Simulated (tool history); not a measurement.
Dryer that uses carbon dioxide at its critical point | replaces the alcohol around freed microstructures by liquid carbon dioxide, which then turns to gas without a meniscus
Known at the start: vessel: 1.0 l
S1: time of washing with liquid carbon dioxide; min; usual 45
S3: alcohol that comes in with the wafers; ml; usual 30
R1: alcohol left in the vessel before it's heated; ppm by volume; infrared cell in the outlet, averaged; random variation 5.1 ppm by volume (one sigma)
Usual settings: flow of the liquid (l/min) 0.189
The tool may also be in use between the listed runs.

{"run": 1, "hour": 0.0, "S1": 45, "flow of the liquid (l/min)": 0.189, "S3": 30, "R1": 72}
{"run": 2, "hour": 6.6, "S1": 45, "flow of the liquid (l/min)": 0.189, "S3": 30, "R1": 84}
{"run": 3, "hour": 13.6, "S1": 45, "flow of the liquid (l/min)": 0.189, "S3": 30, "R1": 79}
{"run": 4, "hour": 22.3, "S1": 54, "flow of the liquid (l/min)": 0.189, "S3": 30, "R1": 30}
{"run": 5, "hour": 32.6, "S1": 45, "flow of the liquid (l/min)": 0.189, "S3": 30, "R1": 92}
{"run": 6, "hour": 43.2, "S1": 36, "flow of the liquid (l/min)": 0.189, "S3": 30, "R1": 250}
{"run": 7, "hour": 47.7, "S1": 59, "flow of the liquid (l/min)": 0.189, "S3": 30, "R1": 29}
{"run": 8, "hour": 55.5, "S1": 45, "flow of the liquid (l/min)": 0.189, "S3": 30, "R1": 84}
{"run": 9, "hour": 60.1, "S1": 45, "flow of the liquid (l/min)": 0.189, "S3": 30, "R1": 82}
{"run": 10, "hour": 65.1, "S1": 45, "flow of the liquid (l/min)": 0.189, "S3": 55, "R1": 140}
{"run": 11, "hour": 70.0, "S1": 45, "flow of the liquid (l/min)": 0.189, "S3": 81, "R1": 207}
{"run": 12, "hour": 77.7, "S1": 45, "flow of the liquid (l/min)": 0.189, "S3": 81, "R1": 204}
{"run": 13, "hour": 83.8, "S1": 45, "flow of the liquid (l/min)": 0.317, "S3": 30, "R1": 7}
{"run": 14, "hour": 91.6, "S1": 45, "flow of the liquid (l/min)": 0.317, "S3": 30, "R1": 14}
{"run": 15, "hour": 97.1, "S1": 45, "flow of the liquid (l/min)": 0.317, "S3": 30, "R1": 19}
{"run": 16, "hour": 105.2, "S1": 45, "flow of the liquid (l/min)": 0.317, "S3": 30, "R1": 12}
{"run": 17, "hour": 110.1, "S1": 45, "flow of the liquid (l/min)": 0.189, "S3": 30, "R1": 84}
{"run": 18, "hour": 114.7, "S1": 45, "flow of the liquid (l/min)": 0.189, "S3": 30, "R1": 90}
{"run": 19, "hour": 121.3, "S1": 45, "flow of the liquid (l/min)": 0.189, "S3": 30, "R1": 87}
{"run": 20, "hour": 128.3, "S1": 45, "flow of the liquid (l/min)": 0.189, "S3": 30, "R1": 82}
{"run": 21, "hour": 135.7, "S1": 45, "flow of the liquid (l/min)": 0.189, "S3": 30, "R1": 88}
{"run": 22, "hour": 143.3, "S1": 55, "flow of the liquid (l/min)": 0.189, "S3": 30, "R1": 34}
{"run": 23, "hour": 149.9, "S1": 45, "flow of the liquid (l/min)": 0.189, "S3": 30, "R1": 99}
{"run": 24, "hour": 160.9, "S1": 45, "flow of the liquid (l/min)": 0.189, "S3": 30, "R1": 90}
{"run": 25, "hour": 166.3, "S1": 45, "flow of the liquid (l/min)": 0.189, "S3": 30, "R1": 88}
{"run": 26, "hour": 172.5, "S1": 45, "flow of the liquid (l/min)": 0.189, "S3": 23, "R1": 79}
{"run": 27, "hour": 183.4, "S1": 49, "flow of the liquid (l/min)": 0.196, "S3": 30, "R1": 49}
{"run": 28, "hour": 189.0, "S1": 32, "flow of the liquid (l/min)": 0.189, "S3": 30, "R1": 460}
{"run": 29, "hour": 196.4, "S1": 32, "flow of the liquid (l/min)": 0.189, "S3": 49, "R1": 703}
{"run": 30, "hour": 201.7, "S1": 42, "flow of the liquid (l/min)": 0.133, "S3": 76, "R1": 1662}
{"run": 31, "hour": 210.1, "S1": 42, "flow of the liquid (l/min)": 0.133, "S3": 76, "R1": 1696}
{"run": 32, "hour": 217.4, "S1": 60, "flow of the liquid (l/min)": 0.269, "S3": 76, "R1": 17}
{"run": 33, "hour": 223.0, "S1": 54, "flow of the liquid (l/min)": 0.269, "S3": 40, "R1": 17}
{"run": 34, "hour": 230.4, "S1": 54, "flow of the liquid (l/min)": 0.269, "S3": 40, "R1": 24}
{"run": 35, "hour": 238.3, "S1": 55, "flow of the liquid (l/min)": 0.144, "S3": 101, "R1": 456}
{"run": 36, "hour": 245.4, "S1": 68, "flow of the liquid (l/min)": 0.223, "S3": 93, "R1": 24}
{"run": 37, "hour": 252.5, "S1": 39, "flow of the liquid (l/min)": 0.189, "S3": 45, "R1": 282}
{"run": 38, "hour": 256.9, "S1": 39, "flow of the liquid (l/min)": 0.189, "S3": 45, "R1": 292}
{"run": 39, "hour": 265.3, "S1": 64, "flow of the liquid (l/min)": 0.312, "S3": 45, "R1": 14}
{"run": 40, "hour": 270.0, "S1": 64, "flow of the liquid (l/min)": 0.312, "S3": 45, "R1": 30}
{"run": 41, "hour": 280.7, "S1": 43, "flow of the liquid (l/min)": 0.158, "S3": 30, "R1": 306}
{"run": 42, "hour": 289.5, "S1": 46, "flow of the liquid (l/min)": 0.189, "S3": 30, "R1": 94}
{"run": 43, "hour": 297.6, "S1": 45, "flow of the liquid (l/min)": 0.137, "S3": 30, "R1": 488}
{"run": 44, "hour": 302.8, "S1": 32, "flow of the liquid (l/min)": 0.141, "S3": 53, "R1": 2507}
{"run": 45, "hour": 312.0, "S1": 32, "flow of the liquid (l/min)": 0.141, "S3": 53, "R1": 2559}
{"run": 46, "hour": 318.8, "S1": 40, "flow of the liquid (l/min)": 0.189, "S3": 30, "R1": 186}
{"run": 47, "hour": 327.0, "S1": 58, "flow of the liquid (l/min)": 0.189, "S3": 31, "R1": 35}
{"run": 48, "hour": 337.4, "S1": 34, "flow of the liquid (l/min)": 0.226, "S3": 30, "R1": 166}

Some steps in R1 between neighbouring runs. How much of each would the tool show without its hidden state too (settings, what came in, random variation), and how much is left for the hidden state, with any gauge scatter that isn't in both results?
The hidden state here: flow that reaches the vessel past the clogged filter, %; alcohol in the recycled carbon dioxide, ppm; drift of the gauge itself on alcohol_ppm, %.
Run 31 -> 32: S1 42 -> 60, flow of the liquid (l/min) 0.133 -> 0.269. R1 -1679 ppm by volume: hidden state -193, all else -1486.
Run 43 -> 44: S1 45 -> 32, flow of the liquid (l/min) 0.137 -> 0.141, S3 30 -> 53. R1 +2019 ppm by volume: hidden state +227, all else +1792.
Run 45 -> 46: S1 32 -> 40, flow of the liquid (l/min) 0.141 -> 0.189, S3 53 -> 30. R1 -2373 ppm by volume: hidden state -280, all else -2093.
